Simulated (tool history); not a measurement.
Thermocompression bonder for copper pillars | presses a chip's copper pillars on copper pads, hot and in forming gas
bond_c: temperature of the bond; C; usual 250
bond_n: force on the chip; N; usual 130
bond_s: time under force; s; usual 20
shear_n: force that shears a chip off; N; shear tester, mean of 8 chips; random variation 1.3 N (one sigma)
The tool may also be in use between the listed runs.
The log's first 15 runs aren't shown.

run	hour	bond_c	bond_n	bond_s	shear_n
16	388.6	250	130	20	106.4
17	419.4	250	130	20	104.7
18	435.6	250	110	20	92.5
19	464.3	250	110	58	119.5
20	488.9	250	130	10	80.7
21	516.1	245	103	10	63.7
# hour 535: forming gas filter changed
22	535	245	103	10	66.9
23	555.9	266	160	13	121.6
24	575.7	266	160	13	121.1
# hour 579.7: force cell calibrated
25	593.8	266	160	13	118.2
26	622.9	275	114	14	105.5
27	639.1	278	139	19	126.9
# hour 648.8: force cell calibrated, once more
28	660.3	278	139	19	128.6
29	692.5	265	130	14	109.2
30	711.8	235	130	20	89.4
31	737.2	235	130	20	87.6
32	770.9	250	144	24	111.6
33	796.6	247	130	20	97.1
# hour 800.6: forming gas filter changed
34	817.7	222	120	25	81.8
35	850.6	244	159	20	114.2
36	868	244	165	10	94.5
37	889.8	244	165	10	93.7
38	909.1	244	165	10	92.4
39	945.6	239	146	46	121.6

Forecast each of these 4 alternatives for the next run:
A	978.9	274	130	20	?
B	978.9	260	148	13	?
C	978.9	229	146	46	?
D	978.9	250	101	40	?

run	shear_n
A	121.8
B	107.3
C	113.1
D	105.6
Without the tool's hidden state the same runs would have given:
run	shear_n
A	137.4
B	124
C	131
D	122.8
